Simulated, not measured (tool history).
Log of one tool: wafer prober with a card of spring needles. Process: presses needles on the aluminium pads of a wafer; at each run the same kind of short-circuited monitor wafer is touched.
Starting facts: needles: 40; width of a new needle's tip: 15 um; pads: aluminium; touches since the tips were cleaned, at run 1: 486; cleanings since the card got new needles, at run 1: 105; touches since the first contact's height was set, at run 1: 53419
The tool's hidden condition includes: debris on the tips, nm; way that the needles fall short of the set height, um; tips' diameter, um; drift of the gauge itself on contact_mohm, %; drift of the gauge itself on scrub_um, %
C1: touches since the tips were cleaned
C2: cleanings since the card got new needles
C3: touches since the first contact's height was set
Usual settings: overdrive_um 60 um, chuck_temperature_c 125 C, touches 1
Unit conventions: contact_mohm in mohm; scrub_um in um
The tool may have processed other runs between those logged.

run 1 hour=0 | overdrive_um=60 chuck_temperature_c=125 touches=1 | C1=486 C2=105 C3=53419 | contact_mohm=193 scrub_um=9.01
-- hour=7.5 tips cleaned on abrasive film
-- hour=15 tips cleaned on abrasive film
-- hour=22.5 tips cleaned on abrasive film
-- hour=29.9 tips cleaned on abrasive film
-- hour=39.3 tips cleaned on abrasive film
-- hour=46.7 tips cleaned on abrasive film
-- hour=54.5 tips cleaned on abrasive film
run 2 hour=54.5 | overdrive_um=60 chuck_temperature_c=125 touches=1 | C1=0 C2=112 C3=86983 | contact_mohm=187 scrub_um=8.77
-- hour=62 tips cleaned on abrasive film
-- hour=69.5 tips cleaned on abrasive film
-- hour=77 tips cleaned on abrasive film
run 3 hour=80.3 | overdrive_um=60 chuck_temperature_c=125 touches=1 | C1=2049 C2=115 C3=102843 | contact_mohm=218 scrub_um=8.79
-- hour=85.9 tips cleaned on abrasive film
-- hour=93.4 tips cleaned on abrasive film
-- hour=102.7 tips cleaned on abrasive film
-- hour=110.2 tips cleaned on abrasive film
-- hour=117.7 tips cleaned on abrasive film
-- hour=127 tips cleaned on abrasive film
run 4 hour=130.5 | overdrive_um=50 chuck_temperature_c=125 touches=1 | C1=2174 C2=121 C3=133786 | contact_mohm=249 scrub_um=7.2
-- hour=136.2 tips cleaned on abrasive film
-- hour=143.6 tips cleaned on abrasive film
-- hour=151.1 tips cleaned on abrasive film
-- hour=160.5 tips cleaned on abrasive film
-- hour=169.8 tips cleaned on abrasive film
-- hour=177.3 tips cleaned on abrasive film
-- hour=184.7 tips cleaned on abrasive film
run 5 hour=185.1 | overdrive_um=50 chuck_temperature_c=71 touches=1 | C1=192 C2=128 C3=167349 | contact_mohm=192 scrub_um=6.84
-- hour=192.5 tips cleaned on abrasive film
-- hour=200 tips cleaned on abrasive film
-- hour=207.5 tips cleaned on abrasive film
-- hour=215 tips cleaned on abrasive film
-- hour=222.5 tips cleaned on abrasive film
-- hour=231.3 tips cleaned on abrasive film
run 6 hour=231.3 | overdrive_um=50 chuck_temperature_c=71 touches=1 | C1=0 C2=134 C3=195797 | contact_mohm=184 scrub_um=6.92
-- hour=238.8 tips cleaned on abrasive film
-- hour=246.3 tips cleaned on abrasive film
-- hour=255.6 tips cleaned on abrasive film
-- hour=264.9 tips cleaned on abrasive film
-- hour=273.3 tips cleaned on abrasive film
run 7 hour=273.3 | overdrive_um=50 chuck_temperature_c=125 touches=1 | C1=0 C2=139 C3=221704 | contact_mohm=199 scrub_um=6.71
-- hour=282.7 tips cleaned on abrasive film
-- hour=290.2 tips cleaned on abrasive film
-- hour=297.6 tips cleaned on abrasive film
-- hour=297.9 height of the first contact set anew
-- hour=307.3 tips cleaned on abrasive film
-- hour=316.6 tips cleaned on abrasive film
-- hour=324.1 tips cleaned on abrasive film
run 8 hour=324.9 | overdrive_um=50 chuck_temperature_c=125 touches=1 | C1=532 C2=145 C3=16642 | contact_mohm=213 scrub_um=7.4
-- hour=332.4 tips cleaned on abrasive film
-- hour=339.9 tips cleaned on abrasive film
-- hour=347.4 tips cleaned on abrasive film
-- hour=354.9 tips cleaned on abrasive film
-- hour=362.4 tips cleaned on abrasive film
-- hour=371.7 tips cleaned on abrasive film
run 9 hour=371.9 | overdrive_um=50 chuck_temperature_c=125 touches=3 | C1=154 C2=151 C3=45564 | contact_mohm=192 scrub_um=7.17
-- hour=379.4 tips cleaned on abrasive film
-- hour=386.9 tips cleaned on abrasive film
-- hour=394.4 tips cleaned on abrasive film
-- hour=401.9 tips cleaned on abrasive film
run 10 hour=404 | overdrive_um=50 chuck_temperature_c=125 touches=3 | C1=1357 C2=155 C3=65331 | contact_mohm=205 scrub_um=7.49
-- hour=409.7 tips cleaned on abrasive film
-- hour=419 tips cleaned on abrasive film
-- hour=426.5 tips cleaned on abrasive film
-- hour=434 tips cleaned on abrasive film
-- hour=441.5 tips cleaned on abrasive film
run 11 hour=448 | overdrive_um=50 chuck_temperature_c=125 touches=3 | C1=4110 C2=160 C3=92458 | contact_mohm=227 scrub_um=7.16
-- hour=450 tips cleaned on abrasive film
-- hour=457.5 tips cleaned on abrasive film
-- hour=465 tips cleaned on abrasive film
-- hour=472.4 tips cleaned on abrasive film
-- hour=479.9 tips cleaned on abrasive film
run 12 hour=481.1 | overdrive_um=50 chuck_temperature_c=125 touches=3 | C1=714 C2=165 C3=112733 | contact_mohm=204 scrub_um=6.9
-- hour=488.6 tips cleaned on abrasive film
-- hour=497.9 tips cleaned on abrasive film
-- hour=507.2 tips cleaned on abrasive film
-- hour=514.7 tips cleaned on abrasive film
-- hour=522.2 tips cleaned on abrasive film
run 13 hour=526.6 | overdrive_um=61 chuck_temperature_c=125 touches=2 | C1=2761 C2=170 C3=140811 | contact_mohm=217 scrub_um=8.67
-- hour=530.4 tips cleaned on abrasive film
-- hour=537.9 tips cleaned on abrasive film
-- hour=545.4 tips cleaned on abrasive film
-- hour=552.9 tips cleaned on abrasive film
run 14 hour=553.9 | overdrive_um=61 chuck_temperature_c=125 touches=2 | C1=656 C2=174 C3=157578 | contact_mohm=196 scrub_um=8.72
-- hour=561.4 tips cleaned on abrasive film
-- hour=570.7 tips cleaned on abrasive film
-- hour=578.2 tips cleaned on abrasive film
-- hour=585.7 tips cleaned on abrasive film
run 15 hour=585.8 | overdrive_um=58 chuck_temperature_c=125 touches=1 | C1=42 C2=178 C3=177183 | contact_mohm=199 scrub_um=7.88
-- hour=593.2 tips cleaned on abrasive film
-- hour=602.6 tips cleaned on abrasive film
-- hour=611.9 tips cleaned on abrasive film
-- hour=619.6 tips cleaned on abrasive film
run 16 hour=619.6 | overdrive_um=60 chuck_temperature_c=125 touches=2 | C1=0 C2=182 C3=198040 | contact_mohm=191 scrub_um=8.32
-- hour=628.9 tips cleaned on abrasive film
-- hour=636.4 tips cleaned on abrasive film
-- hour=643.9 tips cleaned on abrasive film
-- hour=652.1 tips cleaned on abrasive film
run 17 hour=652.1 | overdrive_um=79 chuck_temperature_c=36 touches=2 | C1=0 C2=186 C3=218030 | contact_mohm=164 scrub_um=11.06
-- hour=661.4 tips cleaned on abrasive film
-- hour=668.9 tips cleaned on abrasive film
-- hour=676.4 tips cleaned on abrasive film
-- hour=682.2 height of the first contact set anew
-- hour=684.2 tips cleaned on abrasive film
-- hour=691.6 tips cleaned on abrasive film
-- hour=701 tips cleaned on abrasive film
run 18 hour=705.2 | overdrive_um=40 chuck_temperature_c=36 touches=2 | C1=2612 C2=192 C3=14119 | contact_mohm=262 scrub_um=5.8
-- hour=709 tips cleaned on abrasive film
-- hour=716.4 tips cleaned on abrasive film
-- hour=723.9 tips cleaned on abrasive film
-- hour=731.4 tips cleaned on abrasive film
-- hour=738.9 tips cleaned on abrasive film
-- hour=748.2 tips cleaned on abrasive film
-- hour=755.7 tips cleaned on abrasive film
run 19 hour=757 | overdrive_um=40 chuck_temperature_c=36 touches=2 | C1=810 C2=199 C3=46001 | contact_mohm=211 scrub_um=5.82
-- hour=764.5 tips cleaned on abrasive film
-- hour=772 tips cleaned on abrasive film
-- hour=779.5 tips cleaned on abrasive film
-- hour=788.8 tips cleaned on abrasive film
-- hour=796.3 tips cleaned on abrasive film
run 20 hour=799.6 | overdrive_um=77 chuck_temperature_c=120 touches=1 | C1=2110 C2=204 C3=72276 | contact_mohm=214 scrub_um=11.23
-- hour=805.3 tips cleaned on abrasive film
-- hour=814.6 tips cleaned on abrasive film
-- hour=823.9 tips cleaned on abrasive film
run 21 hour=829.8 | overdrive_um=66 chuck_temperature_c=86 touches=2 | C1=3668 C2=207 C3=90903 | contact_mohm=219 scrub_um=9.59
-- hour=831.8 tips cleaned on abrasive film
-- hour=839.3 tips cleaned on abrasive film
-- hour=846.7 tips cleaned on abrasive film
-- hour=856.1 tips cleaned on abrasive film
-- hour=863.5 tips cleaned on abrasive film
-- hour=871 tips cleaned on abrasive film
run 22 hour=871.9 | overdrive_um=66 chuck_temperature_c=31 touches=1 | C1=521 C2=213 C3=116735 | contact_mohm=180 scrub_um=9.49
-- hour=879.3 tips cleaned on abrasive film
-- hour=886.8 tips cleaned on abrasive film
-- hour=894.3 tips cleaned on abrasive film
-- hour=901.8 tips cleaned on abrasive film
-- hour=911.1 tips cleaned on abrasive film
-- hour=918.6 tips cleaned on abrasive film
run 23 hour=925.4 | overdrive_um=66 chuck_temperature_c=31 touches=1 | C1=4248 C2=219 C3=149751 | contact_mohm=256 scrub_um=9.22

What if the next run were any one of these 4? Each begins from the tool's condition after run 23:
-- hour=927.4 tips cleaned on abrasive film
-- hour=934.9 tips cleaned on abrasive film
-- hour=942.3 tips cleaned on abrasive film
-- hour=951.7 tips cleaned on abrasive film
-- hour=959.2 tips cleaned on abrasive film
-- hour=966.6 tips cleaned on abrasive film
-- hour=974.1 tips cleaned on abrasive film
-- hour=981.6 tips cleaned on abrasive film
run A hour=988.6 | overdrive_um=66 chuck_temperature_c=26 touches=1 | C1=4354 C2=227 C3=188628 | contact_mohm=? scrub_um=?
-- hour=927.4 tips cleaned on abrasive film
-- hour=934.9 tips cleaned on abrasive film
-- hour=942.3 tips cleaned on abrasive film
-- hour=951.7 tips cleaned on abrasive film
-- hour=959.2 tips cleaned on abrasive film
-- hour=966.6 tips cleaned on abrasive film
-- hour=974.1 tips cleaned on abrasive film
-- hour=981.6 tips cleaned on abrasive film
run B hour=988.6 | overdrive_um=45 chuck_temperature_c=125 touches=1 | C1=4354 C2=227 C3=188628 | contact_mohm=? scrub_um=?
-- hour=927.4 tips cleaned on abrasive film
-- hour=934.9 tips cleaned on abrasive film
-- hour=942.3 tips cleaned on abrasive film
-- hour=951.7 tips cleaned on abrasive film
-- hour=959.2 tips cleaned on abrasive film
-- hour=966.6 tips cleaned on abrasive film
-- hour=974.1 tips cleaned on abrasive film
-- hour=981.6 tips cleaned on abrasive film
run C hour=988.6 | overdrive_um=71 chuck_temperature_c=31 touches=2 | C1=4354 C2=227 C3=188628 | contact_mohm=? scrub_um=?
-- hour=927.4 tips cleaned on abrasive film
-- hour=934.9 tips cleaned on abrasive film
-- hour=942.3 tips cleaned on abrasive film
-- hour=951.7 tips cleaned on abrasive film
-- hour=959.2 tips cleaned on abrasive film
-- hour=966.6 tips cleaned on abrasive film
-- hour=974.1 tips cleaned on abrasive film
-- hour=981.6 tips cleaned on abrasive film
run D hour=988.6 | overdrive_um=72 chuck_temperature_c=53 touches=1 | C1=4354 C2=227 C3=188628 | contact_mohm=? scrub_um=?

run=A contact_mohm=257 scrub_um=8.99
run=B contact_mohm=365 scrub_um=6.11
run=C contact_mohm=210 scrub_um=10.05
run=D contact_mohm=244 scrub_um=10.06
With the hidden condition removed and each run's random variation left untouched, the same runs would have given:
run=A contact_mohm=157 scrub_um=9.6
run=B contact_mohm=179 scrub_um=6.74
run=C contact_mohm=155 scrub_um=10.67
run=D contact_mohm=161 scrub_um=10.68

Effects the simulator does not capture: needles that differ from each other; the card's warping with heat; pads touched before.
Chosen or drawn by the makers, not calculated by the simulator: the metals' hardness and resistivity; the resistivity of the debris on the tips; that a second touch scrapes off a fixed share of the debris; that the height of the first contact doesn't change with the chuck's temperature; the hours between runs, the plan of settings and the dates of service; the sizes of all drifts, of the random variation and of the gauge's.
